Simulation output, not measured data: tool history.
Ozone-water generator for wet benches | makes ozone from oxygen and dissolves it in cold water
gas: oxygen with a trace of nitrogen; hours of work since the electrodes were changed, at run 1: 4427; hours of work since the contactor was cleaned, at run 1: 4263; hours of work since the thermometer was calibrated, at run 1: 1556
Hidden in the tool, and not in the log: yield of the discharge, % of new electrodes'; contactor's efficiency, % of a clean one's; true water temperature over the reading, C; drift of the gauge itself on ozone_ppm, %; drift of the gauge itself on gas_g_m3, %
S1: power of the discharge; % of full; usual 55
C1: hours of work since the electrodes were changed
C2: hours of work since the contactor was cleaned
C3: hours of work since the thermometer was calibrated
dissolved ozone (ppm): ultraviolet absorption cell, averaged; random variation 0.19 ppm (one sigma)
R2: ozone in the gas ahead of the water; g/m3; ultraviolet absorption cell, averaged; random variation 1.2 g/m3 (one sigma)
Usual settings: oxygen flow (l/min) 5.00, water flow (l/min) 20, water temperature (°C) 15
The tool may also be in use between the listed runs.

Run 1, hour 0.0: usual settings; C1 4427; C2 4263; C3 1556. Result: dissolved ozone (ppm) 24.1, R2 200.2 g/m3.
Run 2, hour 220.6: usual settings; C1 4589; C2 4424; C3 1718. Result: dissolved ozone (ppm) 23.9, R2 198.1 g/m3.
Run 3, hour 325.6: usual settings; C1 4665; C2 4501; C3 1794. Result: dissolved ozone (ppm) 23.5, R2 197.1 g/m3.
Run 4, hour 437.9: usual settings; C1 4747; C2 4583; C3 1877. Result: dissolved ozone (ppm) 23.6, R2 196.0 g/m3.
Run 5, hour 657.8: usual settings; C1 4908; C2 4743; C3 2037. Result: dissolved ozone (ppm) 23.7, R2 196.7 g/m3.
Run 6, hour 789.3: usual settings but S1 94 % of full; C1 5004; C2 4839; C3 2133. Result: dissolved ozone (ppm) 36.8, R2 306.1 g/m3.
Run 7, hour 942.6: usual settings but S1 94 % of full; C1 5116; C2 4951; C3 2245. Result: dissolved ozone (ppm) 36.7, R2 304.2 g/m3.
Run 8, hour 1075.9: usual settings but S1 94 % of full; C1 5214; C2 5049; C3 2343. Result: dissolved ozone (ppm) 37.0, R2 302.6 g/m3.
Run 9, hour 1261.1: usual settings; C1 5349; C2 5184; C3 2478. Result: dissolved ozone (ppm) 23.5, R2 193.2 g/m3.
Run 10, hour 1407.4: usual settings; C1 5456; C2 5291; C3 2585. Result: dissolved ozone (ppm) 23.5, R2 195.6 g/m3.
Run 11, hour 1602.3: usual settings; C1 5598; C2 5433; C3 2727. Result: dissolved ozone (ppm) 23.3, R2 192.3 g/m3.
Run 12, hour 1741.9: usual settings; C1 5700; C2 5536; C3 2829. Result: dissolved ozone (ppm) 23.4, R2 194.2 g/m3.
Run 13, hour 1884.7: usual settings; C1 5805; C2 5640; C3 2934. Result: dissolved ozone (ppm) 23.0, R2 192.4 g/m3.
Run 14, hour 2038.3: usual settings but S1 58 % of full; C1 5917; C2 5752; C3 3046. Result: dissolved ozone (ppm) 24.0, R2 200.1 g/m3.
Run 15, hour 2219.4: usual settings but S1 58 % of full, water temperature (°C) 8; C1 6049; C2 5884; C3 3178. Result: dissolved ozone (ppm) 26.2, R2 201.0 g/m3.
Run 16, hour 2368.4: usual settings but S1 58 % of full, water temperature (°C) 8; C1 6158; C2 5993; C3 3287. Result: dissolved ozone (ppm) 26.0, R2 200.5 g/m3.
Run 17, hour 2503.0: usual settings but oxygen flow (l/min) 8.59, water temperature (°C) 8; C1 6256; C2 6092; C3 3386. Result: dissolved ozone (ppm) 24.5, R2 140.2 g/m3.
Run 18, hour 2658.5: usual settings but oxygen flow (l/min) 8.59, water temperature (°C) 8; C1 6370; C2 6205; C3 3499. Result: dissolved ozone (ppm) 24.7, R2 139.5 g/m3.
At hour 2682.1: contactor cleaned.
Run 19, hour 2774.5: usual settings but oxygen flow (l/min) 8.59, water temperature (°C) 8; C1 6452; C2 68; C3 3581. Result: dissolved ozone (ppm) 24.1, R2 138.7 g/m3.
Run 20, hour 2939.6: usual settings but water temperature (°C) 16; C1 6573; C2 188; C3 3702. Result: dissolved ozone (ppm) 21.8, R2 191.2 g/m3.
Run 21, hour 3151.5: usual settings but water temperature (°C) 16; C1 6727; C2 343; C3 3857. Result: dissolved ozone (ppm) 22.2, R2 190.6 g/m3.
Run 22, hour 3284.4: usual settings but water temperature (°C) 16; C1 6825; C2 440; C3 3954. Result: dissolved ozone (ppm) 21.8, R2 187.7 g/m3.
Run 23, hour 3445.0: usual settings but S1 44 % of full, water temperature (°C) 9; C1 6942; C2 558; C3 4071. Result: dissolved ozone (ppm) 19.7, R2 157.7 g/m3.
Run 24, hour 3640.8: usual settings but S1 67 % of full, water temperature (°C) 9; C1 7085; C2 701; C3 4214. Result: dissolved ozone (ppm) 27.5, R2 215.6 g/m3.
At hour 3664.3: contactor cleaned, once more.
Run 25, hour 3862.2: usual settings but S1 67 % of full, water temperature (°C) 9; C1 7244; C2 145; C3 4373. Result: dissolved ozone (ppm) 29.6, R2 217.6 g/m3.
Run 26, hour 3976.3: usual settings but S1 92 % of full, water flow (l/min) 21, water temperature (°C) 10; C1 7327; C2 228; C3 4456. Result: dissolved ozone (ppm) 35.5, R2 280.5 g/m3.
Run 27, hour 4078.1: usual settings but S1 92 % of full, oxygen flow (l/min) 3.27, water flow (l/min) 31, water temperature (°C) 7; C1 7402; C2 302; C3 4531. Result: dissolved ozone (ppm) 25.1, R2 355.1 g/m3.
Run 28, hour 4170.5: usual settings but water flow (l/min) 17; C1 7469; C2 370; C3 4598. Result: dissolved ozone (ppm) 26.0, R2 186.0 g/m3.
Run 29, hour 4359.3: usual settings but S1 83 % of full, water flow (l/min) 24; C1 7607; C2 508; C3 4736. Result: dissolved ozone (ppm) 27.9, R2 255.5 g/m3.
Run 30, hour 4532.2: usual settings but S1 83 % of full, water flow (l/min) 24; C1 7733; C2 634; C3 4863. Result: dissolved ozone (ppm) 27.9, R2 252.2 g/m3.
Run 31, hour 4689.5: usual settings but S1 47 % of full, oxygen flow (l/min) 6.74, water flow (l/min) 13; C1 7848; C2 749; C3 4977. Result: dissolved ozone (ppm) 25.4, R2 139.1 g/m3.
Run 32, hour 4851.6: usual settings but S1 91 % of full, water flow (l/min) 28; C1 7967; C2 868; C3 5096. Result: dissolved ozone (ppm) 26.3, R2 269.7 g/m3.

Forecast each of these 5 alternatives for the next run:
Run A, hour 5007.5: usual settings but S1 44 % of full, water flow (l/min) 28, water temperature (°C) 17; C1 8081; C2 982; C3 5210. Result: dissolved ozone (ppm) ?, R2 ?.
Run B, hour 5007.5: usual settings but S1 91 % of full, water flow (l/min) 30; C1 8081; C2 982; C3 5210. Result: dissolved ozone (ppm) ?, R2 ?.
Run C, hour 5007.5: usual settings but S1 71 % of full; C1 8081; C2 982; C3 5210. Result: dissolved ozone (ppm) ?, R2 ?.
Run D, hour 5007.5: usual settings but oxygen flow (l/min) 5.22; C1 8081; C2 982; C3 5210. Result: dissolved ozone (ppm) ?, R2 ?.
Run E, hour 5007.5: usual settings but oxygen flow (l/min) 7.86, water temperature (°C) 22; C1 8081; C2 982; C3 5210. Result: dissolved ozone (ppm) ?, R2 ?.

run  dissolved ozone (ppm)     R2
  A                   14.7  156.5
  B                   24.8  271.4
  C                   27.9  221.6
  D                   22.6  179.2
  E                   19.8  140.9
Without the tool's hidden state the same runs would have given:
run  dissolved ozone (ppm)     R2
  A                   16.7  175.1
  B                   31.4  339.8
  C                   34.0  267.1
  D                   26.5  207.5
  E                   23.2  163.2
